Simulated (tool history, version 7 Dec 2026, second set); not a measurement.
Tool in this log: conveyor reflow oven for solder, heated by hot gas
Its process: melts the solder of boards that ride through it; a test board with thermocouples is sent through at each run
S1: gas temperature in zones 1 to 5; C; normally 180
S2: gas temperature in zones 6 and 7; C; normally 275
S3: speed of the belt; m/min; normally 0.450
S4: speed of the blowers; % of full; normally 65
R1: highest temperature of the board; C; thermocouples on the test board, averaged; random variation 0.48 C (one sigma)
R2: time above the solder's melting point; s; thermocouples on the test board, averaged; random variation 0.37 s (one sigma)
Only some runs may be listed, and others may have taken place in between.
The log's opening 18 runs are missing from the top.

| run | hour | S1 | S2 | S3 | S4 | R1 | R2 |
|---|---|---|---|---|---|---|---|
| 19 | 217.6 | 180 | 275 | 0.459 | 66 | 256.9 | 74.9 |
| 20 | 229.0 | 180 | 275 | 0.459 | 66 | 256.0 | 74.3 |
| 21 | 240.1 | 173 | 275 | 0.512 | 65 | 250.8 | 58.5 |
| 22 | 247.7 | 173 | 275 | 0.512 | 65 | 251.2 | 58.5 |
| 23 | 255.5 | 173 | 275 | 0.512 | 65 | 251.3 | 57.7 |
| 24 | 266.5 | 167 | 275 | 0.478 | 65 | 251.5 | 62.4 |
| 25 | 278.5 | 187 | 276 | 0.526 | 65 | 255.0 | 64.5 |
| 26 | 287.5 | 187 | 276 | 0.526 | 65 | 253.3 | 64.1 |
| 27 | 297.4 | 180 | 275 | 0.421 | 60 | 257.8 | 82.1 |
| 28 | 305.2 | 180 | 269 | 0.450 | 55 | 248.7 | 67.3 |
| 29 | 319.1 | 180 | 275 | 0.516 | 54 | 247.8 | 56.6 |
| 30 | 329.5 | 180 | 282 | 0.372 | 59 | 267.3 | 101.2 |
| 31 | 337.9 | 180 | 275 | 0.495 | 71 | 254.7 | 67.2 |
| 32 | 348.8 | 166 | 275 | 0.400 | 71 | 259.2 | 82.2 |

What if the next run were any one of these 3? Each begins from the tool's condition after run 32:
| A | 355.6 | 166 | 282 | 0.450 | 71 | ? | ? |
| B | 355.6 | 166 | 285 | 0.400 | 71 | ? | ? |
| C | 355.6 | 180 | 275 | 0.397 | 87 | ? | ? |

| run | R1 | R2 |
|---|---|---|
| A | 261.7 | 74.0 |
| B | 268.4 | 89.2 |
| C | 264.5 | 93.6 |
The same runs, with their run-to-run variation unchanged, on a tool lacking any hidden condition would have given:
| run | R1 | R2 |
|---|---|---|
| A | 265.2 | 76.5 |
| B | 271.8 | 91.3 |
| C | 267.5 | 95.4 |
